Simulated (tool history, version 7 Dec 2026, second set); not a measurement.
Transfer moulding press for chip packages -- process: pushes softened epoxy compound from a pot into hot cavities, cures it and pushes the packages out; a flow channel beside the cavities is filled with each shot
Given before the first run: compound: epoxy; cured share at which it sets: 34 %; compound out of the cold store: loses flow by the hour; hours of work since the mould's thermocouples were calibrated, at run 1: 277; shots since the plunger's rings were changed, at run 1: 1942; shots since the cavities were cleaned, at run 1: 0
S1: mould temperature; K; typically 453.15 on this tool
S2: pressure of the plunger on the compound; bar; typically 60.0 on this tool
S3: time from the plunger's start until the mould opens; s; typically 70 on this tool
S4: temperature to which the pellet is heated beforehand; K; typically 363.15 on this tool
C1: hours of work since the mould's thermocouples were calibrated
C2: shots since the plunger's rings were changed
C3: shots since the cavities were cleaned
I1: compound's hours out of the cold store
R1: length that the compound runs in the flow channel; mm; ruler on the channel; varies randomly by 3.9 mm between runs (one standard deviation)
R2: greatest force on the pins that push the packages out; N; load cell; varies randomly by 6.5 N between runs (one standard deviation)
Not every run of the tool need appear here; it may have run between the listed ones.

{"run": 1, "hour": 0.0, "S1": 453.15, "S2": 60.0, "S3": 70, "S4": 363.15, "C1": 277, "C2": 1942, "C3": 0, "I1": 37.7, "R1": 662, "R2": 257}
{"hour": 38.2, "done": "cavities cleaned with cleaning compound and waxed"}
{"hour": 74.7, "done": "cavities cleaned with cleaning compound and waxed"}
{"hour": 97.8, "done": "plunger's sealing rings changed"}
{"run": 2, "hour": 97.8, "S1": 453.15, "S2": 60.0, "S3": 100, "S4": 363.15, "C1": 333, "C2": 0, "C3": 304, "I1": 31.8, "R1": 695, "R2": 330}
{"hour": 110.8, "done": "cavities cleaned with cleaning compound and waxed"}
{"hour": 146.9, "done": "cavities cleaned with cleaning compound and waxed"}
{"run": 3, "hour": 173.5, "S1": 453.15, "S2": 60.0, "S3": 100, "S4": 363.15, "C1": 377, "C2": 1069, "C3": 391, "I1": 24.2, "R1": 715, "R2": 344}
{"hour": 180.6, "done": "cavities cleaned with cleaning compound and waxed"}
{"hour": 217.1, "done": "cavities cleaned with cleaning compound and waxed"}
{"hour": 251.0, "done": "cavities cleaned with cleaning compound and waxed"}
{"run": 4, "hour": 251.0, "S1": 454.15, "S2": 60.0, "S3": 70, "S4": 363.15, "C1": 421, "C2": 2142, "C3": 0, "I1": 37.6, "R1": 653, "R2": 252}
{"hour": 289.3, "done": "cavities cleaned with cleaning compound and waxed"}
{"run": 5, "hour": 309.3, "S1": 453.15, "S2": 60.0, "S3": 70, "S4": 363.15, "C1": 456, "C2": 2978, "C3": 295, "I1": 18.9, "R1": 713, "R2": 380}
{"hour": 325.4, "done": "cavities cleaned with cleaning compound and waxed"}
{"hour": 338.1, "done": "plunger's sealing rings changed"}
{"run": 6, "hour": 353.3, "S1": 453.15, "S2": 60.0, "S3": 70, "S4": 363.15, "C1": 480, "C2": 224, "C3": 374, "I1": 26.7, "R1": 712, "R2": 389}
{"hour": 364.8, "done": "cavities cleaned with cleaning compound and waxed"}
{"hour": 400.1, "done": "cavities cleaned with cleaning compound and waxed"}
{"run": 7, "hour": 414.8, "S1": 453.15, "S2": 60.0, "S3": 70, "S4": 363.15, "C1": 515, "C2": 1084, "C3": 216, "I1": 35.0, "R1": 675, "R2": 330}
{"hour": 435.8, "done": "cavities cleaned with cleaning compound and waxed"}
{"run": 8, "hour": 463.3, "S1": 453.15, "S2": 60.0, "S3": 70, "S4": 363.15, "C1": 544, "C2": 1775, "C3": 404, "I1": 15.0, "R1": 729, "R2": 416}
{"hour": 472.4, "done": "cavities cleaned with cleaning compound and waxed"}
{"hour": 506.4, "done": "cavities cleaned with cleaning compound and waxed"}
{"run": 9, "hour": 524.0, "S1": 453.15, "S2": 60.0, "S3": 70, "S4": 363.15, "C1": 579, "C2": 2625, "C3": 260, "I1": 18.6, "R1": 714, "R2": 370}
{"hour": 532.2, "done": "mould's thermocouples calibrated"}
{"hour": 544.6, "done": "cavities cleaned with cleaning compound and waxed"}
{"run": 10, "hour": 566.3, "S1": 453.15, "S2": 60.0, "S3": 70, "S4": 363.15, "C1": 20, "C2": 3194, "C3": 318, "I1": 13.6, "R1": 717, "R2": 373}
{"hour": 576.1, "done": "plunger's sealing rings changed"}
{"hour": 583.2, "done": "cavities cleaned with cleaning compound and waxed"}
{"hour": 619.1, "done": "cavities cleaned with cleaning compound and waxed"}
{"hour": 655.9, "done": "cavities cleaned with cleaning compound and waxed"}
{"run": 11, "hour": 661.3, "S1": 453.15, "S2": 60.0, "S3": 70, "S4": 363.15, "C1": 73, "C2": 1187, "C3": 79, "I1": 41.2, "R1": 656, "R2": 288}
{"hour": 693.1, "done": "cavities cleaned with cleaning compound and waxed"}
{"hour": 726.9, "done": "cavities cleaned with cleaning compound and waxed"}
{"run": 12, "hour": 745.6, "S1": 453.15, "S2": 60.0, "S3": 70, "S4": 369.15, "C1": 122, "C2": 2383, "C3": 275, "I1": 33.5, "R1": 664, "R2": 367}
{"hour": 759.7, "done": "cavities cleaned with cleaning compound and waxed"}
{"hour": 794.3, "done": "cavities cleaned with cleaning compound and waxed"}
{"hour": 813.4, "done": "plunger's sealing rings changed"}
{"run": 13, "hour": 825.6, "S1": 456.15, "S2": 69.5, "S3": 61, "S4": 360.15, "C1": 167, "C2": 179, "C3": 423, "I1": 45.8, "R1": 698, "R2": 413}
{"hour": 834.9, "done": "cavities cleaned with cleaning compound and waxed"}
{"hour": 872.4, "done": "cavities cleaned with cleaning compound and waxed"}
{"run": 14, "hour": 887.5, "S1": 456.15, "S2": 69.5, "S3": 61, "S4": 358.15, "C1": 203, "C2": 1046, "C3": 222, "I1": 29.2, "R1": 737, "R2": 383}
{"hour": 905.5, "done": "cavities cleaned with cleaning compound and waxed"}
{"hour": 944.3, "done": "cavities cleaned with cleaning compound and waxed"}
{"run": 15, "hour": 960.8, "S1": 456.15, "S2": 69.5, "S3": 51, "S4": 354.15, "C1": 245, "C2": 2079, "C3": 242, "I1": 25.9, "R1": 737, "R2": 601}
{"hour": 983.8, "done": "cavities cleaned with cleaning compound and waxed"}
{"hour": 1018.6, "done": "cavities cleaned with cleaning compound and waxed"}
{"run": 16, "hour": 1036.4, "S1": 456.15, "S2": 69.5, "S3": 51, "S4": 354.15, "C1": 289, "C2": 3147, "C3": 261, "I1": 23.8, "R1": 731, "R2": 625}
{"hour": 1050.8, "done": "plunger's sealing rings changed"}
{"hour": 1060.1, "done": "cavities cleaned with cleaning compound and waxed"}
{"hour": 1092.2, "done": "mould's thermocouples calibrated, once more"}
{"hour": 1099.3, "done": "cavities cleaned with cleaning compound and waxed"}
{"run": 17, "hour": 1101.6, "S1": 449.15, "S2": 52.4, "S3": 66, "S4": 366.15, "C1": 5, "C2": 673, "C3": 34, "I1": 15.2, "R1": 702, "R2": 405}
{"hour": 1135.5, "done": "cavities cleaned with cleaning compound and waxed"}
{"hour": 1173.5, "done": "cavities cleaned with cleaning compound and waxed"}
{"run": 18, "hour": 1191.2, "S1": 454.15, "S2": 52.4, "S3": 78, "S4": 366.15, "C1": 57, "C2": 1947, "C3": 260, "I1": 19.4, "R1": 663, "R2": 322}
{"hour": 1207.2, "done": "cavities cleaned with cleaning compound and waxed"}
{"hour": 1242.2, "done": "cavities cleaned with cleaning compound and waxed"}
{"run": 19, "hour": 1242.2, "S1": 454.15, "S2": 54.7, "S3": 78, "S4": 365.15, "C1": 86, "C2": 2653, "C3": 0, "I1": 14.7, "R1": 681, "R2": 225}
{"hour": 1275.3, "done": "cavities cleaned with cleaning compound and waxed"}
{"hour": 1291.3, "done": "plunger's sealing rings changed"}
{"hour": 1314.3, "done": "cavities cleaned with cleaning compound and waxed"}
{"run": 20, "hour": 1334.2, "S1": 454.15, "S2": 54.7, "S3": 78, "S4": 365.15, "C1": 139, "C2": 609, "C3": 293, "I1": 16.8, "R1": 708, "R2": 344}
{"hour": 1347.7, "done": "cavities cleaned with cleaning compound and waxed"}
{"hour": 1380.4, "done": "cavities cleaned with cleaning compound and waxed"}
{"run": 21, "hour": 1395.5, "S1": 454.15, "S2": 54.7, "S3": 78, "S4": 365.15, "C1": 174, "C2": 1466, "C3": 221, "I1": 40.5, "R1": 627, "R2": 298}
{"hour": 1420.2, "done": "cavities cleaned with cleaning compound and waxed"}
{"hour": 1454.2, "done": "cavities cleaned with cleaning compound and waxed"}
{"run": 22, "hour": 1455.4, "S1": 457.15, "S2": 54.7, "S3": 78, "S4": 365.15, "C1": 208, "C2": 2304, "C3": 18, "I1": 42.4, "R1": 604, "R2": 233}
{"hour": 1489.1, "done": "cavities cleaned with cleaning compound and waxed"}
{"run": 23, "hour": 1504.1, "S1": 457.15, "S2": 54.7, "S3": 78, "S4": 365.15, "C1": 237, "C2": 2999, "C3": 222, "I1": 21.5, "R1": 653, "R2": 299}

4 options for the next run, each taken on its own from the tool as it stands now. Forecast them:
{"hour": 1528.8, "done": "plunger's sealing rings changed"}
{"hour": 1530.3, "done": "cavities cleaned with cleaning compound and waxed"}
{"hour": 1565.3, "done": "cavities cleaned with cleaning compound and waxed"}
{"run": "A", "hour": 1587.7, "S1": 457.15, "S2": 74.7, "S3": 54, "S4": 365.15, "C1": 284, "C2": 821, "C3": 329, "I1": 21.0, "R1": "?", "R2": "?"}
{"hour": 1528.8, "done": "plunger's sealing rings changed"}
{"hour": 1530.3, "done": "cavities cleaned with cleaning compound and waxed"}
{"hour": 1565.3, "done": "cavities cleaned with cleaning compound and waxed"}
{"run": "B", "hour": 1587.7, "S1": 458.15, "S2": 61.4, "S3": 67, "S4": 365.15, "C1": 284, "C2": 821, "C3": 329, "I1": 36.9, "R1": "?", "R2": "?"}
{"hour": 1528.8, "done": "plunger's sealing rings changed"}
{"hour": 1530.3, "done": "cavities cleaned with cleaning compound and waxed"}
{"hour": 1565.3, "done": "cavities cleaned with cleaning compound and waxed"}
{"run": "C", "hour": 1587.7, "S1": 453.15, "S2": 60.0, "S3": 74, "S4": 363.15, "C1": 284, "C2": 821, "C3": 329, "I1": 16.7, "R1": "?", "R2": "?"}
{"hour": 1528.8, "done": "plunger's sealing rings changed"}
{"hour": 1530.3, "done": "cavities cleaned with cleaning compound and waxed"}
{"hour": 1565.3, "done": "cavities cleaned with cleaning compound and waxed"}
{"run": "D", "hour": 1587.7, "S1": 460.15, "S2": 59.5, "S3": 78, "S4": 365.15, "C1": 284, "C2": 821, "C3": 329, "I1": 42.1, "R1": "?", "R2": "?"}

run=A R1=789 R2=519
run=B R1=670 R2=348
run=C R1=731 R2=357
run=D R1=645 R2=331
The same runs, with their run-to-run variation unchanged, on a tool lacking any hidden condition would have given:
run=A R1=801 R2=347
run=B R1=680 R2=226
run=C R1=742 R2=232
run=D R1=655 R2=214

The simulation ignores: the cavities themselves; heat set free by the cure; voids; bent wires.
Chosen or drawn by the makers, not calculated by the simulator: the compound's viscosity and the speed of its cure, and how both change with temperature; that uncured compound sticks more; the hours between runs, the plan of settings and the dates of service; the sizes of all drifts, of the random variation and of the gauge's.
